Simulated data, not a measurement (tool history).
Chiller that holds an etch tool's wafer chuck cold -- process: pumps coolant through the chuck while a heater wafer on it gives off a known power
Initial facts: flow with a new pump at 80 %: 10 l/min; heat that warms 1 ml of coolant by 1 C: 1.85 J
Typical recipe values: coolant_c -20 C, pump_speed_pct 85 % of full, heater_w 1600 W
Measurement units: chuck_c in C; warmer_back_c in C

run 1 hour=0.0 | coolant_c=-20 pump_speed_pct=85 heater_w=1600 | chuck_c=-8.2 warmer_back_c=5.54
run 2 hour=161.9 | coolant_c=-20 pump_speed_pct=85 heater_w=1600 | chuck_c=-8.1 warmer_back_c=5.60
run 3 hour=232.8 | coolant_c=-20 pump_speed_pct=85 heater_w=1600 | chuck_c=-8.0 warmer_back_c=5.65
run 4 hour=366.0 | coolant_c=-25 pump_speed_pct=85 heater_w=1600 | chuck_c=-13.1 warmer_back_c=5.68
run 5 hour=523.5 | coolant_c=-25 pump_speed_pct=85 heater_w=1600 | chuck_c=-12.9 warmer_back_c=5.67
run 6 hour=661.4 | coolant_c=-20 pump_speed_pct=85 heater_w=1600 | chuck_c=-7.8 warmer_back_c=5.71
run 7 hour=751.7 | coolant_c=-20 pump_speed_pct=85 heater_w=1600 | chuck_c=-7.6 warmer_back_c=5.67
run 8 hour=825.6 | coolant_c=-20 pump_speed_pct=85 heater_w=1600 | chuck_c=-7.8 warmer_back_c=5.72
run 9 hour=924.0 | coolant_c=-20 pump_speed_pct=85 heater_w=1600 | chuck_c=-7.7 warmer_back_c=5.66
run 10 hour=1035.1 | coolant_c=-20 pump_speed_pct=85 heater_w=1600 | chuck_c=-7.5 warmer_back_c=5.73
run 11 hour=1170.7 | coolant_c=-20 pump_speed_pct=85 heater_w=1600 | chuck_c=-7.5 warmer_back_c=5.79
run 12 hour=1252.3 | coolant_c=-20 pump_speed_pct=85 heater_w=1600 | chuck_c=-7.6 warmer_back_c=5.79
run 13 hour=1415.7 | coolant_c=-20 pump_speed_pct=85 heater_w=1600 | chuck_c=-7.5 warmer_back_c=5.81
run 14 hour=1540.5 | coolant_c=-20 pump_speed_pct=85 heater_w=1600 | chuck_c=-7.4 warmer_back_c=5.89
run 15 hour=1659.1 | coolant_c=-20 pump_speed_pct=85 heater_w=1600 | chuck_c=-7.5 warmer_back_c=5.88
run 16 hour=1774.2 | coolant_c=-20 pump_speed_pct=85 heater_w=979 | chuck_c=-12.2 warmer_back_c=3.61
-- hour=1789.7 coolant pump overhauled
run 17 hour=1854.8 | coolant_c=-17 pump_speed_pct=85 heater_w=2115 | chuck_c=1.8 warmer_back_c=8.93
-- hour=1898.5 coolant changed, channels flushed
run 18 hour=1942.1 | coolant_c=-17 pump_speed_pct=85 heater_w=2115 | chuck_c=-0.8 warmer_back_c=9.01
run 19 hour=2008.8 | coolant_c=-17 pump_speed_pct=85 heater_w=2115 | chuck_c=-0.5 warmer_back_c=9.09
run 20 hour=2093.8 | coolant_c=-17 pump_speed_pct=83 heater_w=2115 | chuck_c=-0.2 warmer_back_c=9.31
-- hour=2184.2 coolant pump overhauled, once more
run 21 hour=2191.2 | coolant_c=-17 pump_speed_pct=83 heater_w=2115 | chuck_c=-4.0 warmer_back_c=6.65
run 22 hour=2270.2 | coolant_c=-15 pump_speed_pct=85 heater_w=1522 | chuck_c=-5.7 warmer_back_c=4.76
run 23 hour=2392.7 | coolant_c=-17 pump_speed_pct=62 heater_w=1598 | chuck_c=-4.6 warmer_back_c=6.79
run 24 hour=2550.2 | coolant_c=-17 pump_speed_pct=62 heater_w=1598 | chuck_c=-4.7 warmer_back_c=6.83
run 25 hour=2694.9 | coolant_c=-20 pump_speed_pct=88 heater_w=1600 | chuck_c=-10.1 warmer_back_c=4.81
run 26 hour=2783.1 | coolant_c=-20 pump_speed_pct=88 heater_w=1600 | chuck_c=-10.3 warmer_back_c=4.83
run 27 hour=2925.2 | coolant_c=-13 pump_speed_pct=95 heater_w=2239 | chuck_c=0.1 warmer_back_c=6.29
run 28 hour=3008.7 | coolant_c=-20 pump_speed_pct=85 heater_w=1114 | chuck_c=-13.2 warmer_back_c=3.51
run 29 hour=3088.4 | coolant_c=-22 pump_speed_pct=93 heater_w=2198 | chuck_c=-8.9 warmer_back_c=6.44
run 30 hour=3228.8 | coolant_c=-22 pump_speed_pct=93 heater_w=1208 | chuck_c=-14.9 warmer_back_c=3.54
run 31 hour=3387.3 | coolant_c=-13 pump_speed_pct=93 heater_w=2187 | chuck_c=0.1 warmer_back_c=6.41

Table of differences, measured result less the result of that run with no hidden state. Run-to-run variation is the same in both. Gauge scatter possibly is not:
The tool's hidden condition here consists of: heat passed by the chuck's channels, % of clean ones'; flow at a given pump speed, % of a new pump's; coolant's true temperature over the reading, C; drift of the gauge itself on chuck_c, C; drift of the gauge itself on warmer_back_c, C.
run=1 chuck_c=+2.0 warmer_back_c=+0.67
run=2 chuck_c=+2.1 warmer_back_c=+0.71
run=3 chuck_c=+2.2 warmer_back_c=+0.72
run=4 chuck_c=+2.2 warmer_back_c=+0.74
run=5 chuck_c=+2.2 warmer_back_c=+0.78
run=6 chuck_c=+2.4 warmer_back_c=+0.80
run=7 chuck_c=+2.4 warmer_back_c=+0.82
run=8 chuck_c=+2.5 warmer_back_c=+0.83
run=9 chuck_c=+2.5 warmer_back_c=+0.85
run=10 chuck_c=+2.6 warmer_back_c=+0.88
run=11 chuck_c=+2.7 warmer_back_c=+0.91
run=12 chuck_c=+2.7 warmer_back_c=+0.92
run=13 chuck_c=+2.8 warmer_back_c=+0.95
run=14 chuck_c=+2.9 warmer_back_c=+0.98
run=15 chuck_c=+2.9 warmer_back_c=+1.00
run=16 chuck_c=+1.8 warmer_back_c=+0.63
run=17 chuck_c=+5.9 warmer_back_c=+2.55
run=18 chuck_c=+3.4 warmer_back_c=+2.58
run=19 chuck_c=+3.4 warmer_back_c=+2.61
run=20 chuck_c=+3.6 warmer_back_c=+2.70
run=21 chuck_c=+0.0 warmer_back_c=+0.08
run=22 chuck_c=-0.1 warmer_back_c=+0.07
run=23 chuck_c=+0.1 warmer_back_c=+0.11
run=24 chuck_c=+0.2 warmer_back_c=+0.16
run=25 chuck_c=+0.2 warmer_back_c=+0.13
run=26 chuck_c=+0.1 warmer_back_c=+0.14
run=27 chuck_c=+0.4 warmer_back_c=+0.22
run=28 chuck_c=+0.1 warmer_back_c=+0.13
run=29 chuck_c=+0.5 warmer_back_c=+0.24
run=30 chuck_c=+0.2 warmer_back_c=+0.15
run=31 chuck_c=+0.6 warmer_back_c=+0.31
